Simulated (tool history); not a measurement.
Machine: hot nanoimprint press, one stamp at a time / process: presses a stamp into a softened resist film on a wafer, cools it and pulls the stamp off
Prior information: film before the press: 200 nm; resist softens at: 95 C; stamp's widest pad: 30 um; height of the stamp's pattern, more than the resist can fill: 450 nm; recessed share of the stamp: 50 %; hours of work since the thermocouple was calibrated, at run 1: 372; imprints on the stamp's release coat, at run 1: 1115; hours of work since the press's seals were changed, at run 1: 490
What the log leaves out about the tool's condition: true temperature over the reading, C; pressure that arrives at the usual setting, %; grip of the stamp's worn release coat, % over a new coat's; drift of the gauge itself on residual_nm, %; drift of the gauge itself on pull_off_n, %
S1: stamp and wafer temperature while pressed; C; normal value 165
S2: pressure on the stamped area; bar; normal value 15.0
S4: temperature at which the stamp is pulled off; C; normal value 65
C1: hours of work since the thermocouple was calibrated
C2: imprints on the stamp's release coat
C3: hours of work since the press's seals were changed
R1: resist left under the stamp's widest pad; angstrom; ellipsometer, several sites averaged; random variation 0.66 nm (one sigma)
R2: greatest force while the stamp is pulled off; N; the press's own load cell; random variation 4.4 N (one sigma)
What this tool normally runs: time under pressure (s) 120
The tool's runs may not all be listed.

{"run": 1, "hour": 0.0, "S1": 165, "S2": 15.0, "time under pressure (s)": 120, "S4": 65, "C1": 372, "C2": 1115, "C3": 490, "R1": 1066, "R2": 325}
{"hour": 25.4, "done": "plate thermocouple calibrated"}
{"run": 2, "hour": 69.8, "S1": 165, "S2": 12.7, "time under pressure (s)": 120, "S4": 65, "C1": 32, "C2": 1399, "C3": 538, "R1": 1105, "R2": 346}
{"hour": 91.9, "done": "stamp cleaned and given a new release coat"}
{"run": 3, "hour": 116.2, "S1": 165, "S2": 12.7, "time under pressure (s)": 120, "S4": 65, "C1": 61, "C2": 103, "C3": 567, "R1": 1108, "R2": 226}
{"run": 4, "hour": 154.6, "S1": 165, "S2": 12.7, "time under pressure (s)": 120, "S4": 65, "C1": 88, "C2": 267, "C3": 594, "R1": 1112, "R2": 229}
{"run": 5, "hour": 205.2, "S1": 165, "S2": 12.7, "time under pressure (s)": 120, "S4": 68, "C1": 124, "C2": 482, "C3": 630, "R1": 1120, "R2": 248}
{"run": 6, "hour": 287.4, "S1": 165, "S2": 15.0, "time under pressure (s)": 120, "S4": 65, "C1": 183, "C2": 831, "C3": 689, "R1": 1059, "R2": 291}
{"run": 7, "hour": 363.2, "S1": 165, "S2": 15.0, "time under pressure (s)": 120, "S4": 65, "C1": 238, "C2": 1154, "C3": 743, "R1": 1064, "R2": 327}
{"hour": 375.4, "done": "press's hydraulic seals changed and the load cell set to zero"}
{"run": 8, "hour": 439.6, "S1": 165, "S2": 15.0, "time under pressure (s)": 120, "S4": 65, "C1": 287, "C2": 1445, "C3": 46, "R1": 1058, "R2": 348}
{"hour": 452.4, "done": "stamp cleaned and given a new release coat"}
{"run": 9, "hour": 517.6, "S1": 165, "S2": 15.0, "time under pressure (s)": 120, "S4": 65, "C1": 338, "C2": 278, "C3": 98, "R1": 1069, "R2": 246}
{"run": 10, "hour": 563.5, "S1": 165, "S2": 15.0, "time under pressure (s)": 120, "S4": 58, "C1": 371, "C2": 473, "C3": 130, "R1": 1059, "R2": 313}
{"hour": 588.3, "done": "plate thermocouple calibrated"}
{"run": 11, "hour": 634.1, "S1": 165, "S2": 15.0, "time under pressure (s)": 120, "S4": 58, "C1": 33, "C2": 760, "C3": 179, "R1": 1026, "R2": 334}
{"run": 12, "hour": 672.7, "S1": 165, "S2": 15.0, "time under pressure (s)": 120, "S4": 58, "C1": 61, "C2": 925, "C3": 206, "R1": 1041, "R2": 346}
{"run": 13, "hour": 728.3, "S1": 165, "S2": 15.0, "time under pressure (s)": 120, "S4": 58, "C1": 100, "C2": 1161, "C3": 246, "R1": 1041, "R2": 376}
{"hour": 805.3, "done": "stamp cleaned and given a new release coat"}
{"run": 14, "hour": 811.6, "S1": 165, "S2": 9.5, "time under pressure (s)": 120, "S4": 58, "C1": 156, "C2": 26, "C3": 302, "R1": 1241, "R2": 270}
{"run": 15, "hour": 871.8, "S1": 165, "S2": 9.5, "time under pressure (s)": 120, "S4": 58, "C1": 199, "C2": 283, "C3": 345, "R1": 1228, "R2": 294}
{"run": 16, "hour": 954.4, "S1": 165, "S2": 9.5, "time under pressure (s)": 120, "S4": 58, "C1": 258, "C2": 634, "C3": 404, "R1": 1237, "R2": 320}
{"run": 17, "hour": 990.3, "S1": 165, "S2": 9.5, "time under pressure (s)": 120, "S4": 58, "C1": 284, "C2": 786, "C3": 430, "R1": 1238, "R2": 342}
{"run": 18, "hour": 1036.9, "S1": 175, "S2": 9.5, "time under pressure (s)": 68, "S4": 58, "C1": 317, "C2": 985, "C3": 463, "R1": 1109, "R2": 365}
{"run": 19, "hour": 1085.1, "S1": 168, "S2": 10.4, "time under pressure (s)": 129, "S4": 65, "C1": 351, "C2": 1190, "C3": 497, "R1": 1073, "R2": 347}
{"run": 20, "hour": 1127.0, "S1": 159, "S2": 15.0, "time under pressure (s)": 196, "S4": 58, "C1": 381, "C2": 1368, "C3": 527, "R1": 1133, "R2": 425}
{"hour": 1137.3, "done": "plate thermocouple calibrated"}
{"hour": 1161.5, "done": "stamp cleaned and given a new release coat"}
{"run": 21, "hour": 1211.3, "S1": 159, "S2": 15.0, "time under pressure (s)": 196, "S4": 58, "C1": 49, "C2": 212, "C3": 581, "R1": 1063, "R2": 277}
{"run": 22, "hour": 1256.1, "S1": 153, "S2": 13.4, "time under pressure (s)": 67, "S4": 56, "C1": 81, "C2": 402, "C3": 613, "R1": 1702, "R2": 316}
{"run": 23, "hour": 1292.3, "S1": 167, "S2": 13.4, "time under pressure (s)": 73, "S4": 62, "C1": 107, "C2": 556, "C3": 639, "R1": 1207, "R2": 281}
{"run": 24, "hour": 1331.9, "S1": 158, "S2": 16.4, "time under pressure (s)": 73, "S4": 67, "C1": 135, "C2": 725, "C3": 668, "R1": 1467, "R2": 263}
{"run": 25, "hour": 1390.7, "S1": 165, "S2": 15.1, "time under pressure (s)": 133, "S4": 66, "C1": 177, "C2": 975, "C3": 710, "R1": 1017, "R2": 293}
{"hour": 1447.6, "done": "press's hydraulic seals changed and the load cell set to zero"}
{"run": 26, "hour": 1460.9, "S1": 165, "S2": 15.0, "time under pressure (s)": 61, "S4": 54, "C1": 222, "C2": 1239, "C3": 10, "R1": 1315, "R2": 427}
{"run": 27, "hour": 1503.8, "S1": 163, "S2": 15.0, "time under pressure (s)": 178, "S4": 65, "C1": 252, "C2": 1422, "C3": 40, "R1": 972, "R2": 348}
{"hour": 1523.4, "done": "stamp cleaned and given a new release coat"}
{"run": 28, "hour": 1571.5, "S1": 163, "S2": 15.0, "time under pressure (s)": 178, "S4": 65, "C1": 297, "C2": 204, "C3": 84, "R1": 986, "R2": 228}
{"run": 29, "hour": 1640.9, "S1": 163, "S2": 15.0, "time under pressure (s)": 178, "S4": 65, "C1": 346, "C2": 499, "C3": 134, "R1": 987, "R2": 263}

Below are 4 alternative next runs, each starting from the tool's condition after run 29. Predict each:
{"run": "A", "hour": 1692.3, "S1": 169, "S2": 13.1, "time under pressure (s)": 120, "S4": 71, "C1": 383, "C2": 718, "C3": 171, "R1": "?", "R2": "?"}
{"run": "B", "hour": 1692.3, "S1": 166, "S2": 21.2, "time under pressure (s)": 120, "S4": 65, "C1": 383, "C2": 718, "C3": 171, "R1": "?", "R2": "?"}
{"run": "C", "hour": 1692.3, "S1": 165, "S2": 12.2, "time under pressure (s)": 135, "S4": 65, "C1": 383, "C2": 718, "C3": 171, "R1": "?", "R2": "?"}
{"run": "D", "hour": 1692.3, "S1": 171, "S2": 11.3, "time under pressure (s)": 120, "S4": 62, "C1": 383, "C2": 718, "C3": 171, "R1": "?", "R2": "?"}

run=A R1=968 R2=241
run=B R1=897 R2=285
run=C R1=1106 R2=283
run=D R1=970 R2=304
Without the tool's unlogged condition, the same runs would have read:
run=A R1=924 R2=180
run=B R1=850 R2=214
run=C R1=1057 R2=214
run=D R1=927 R2=229
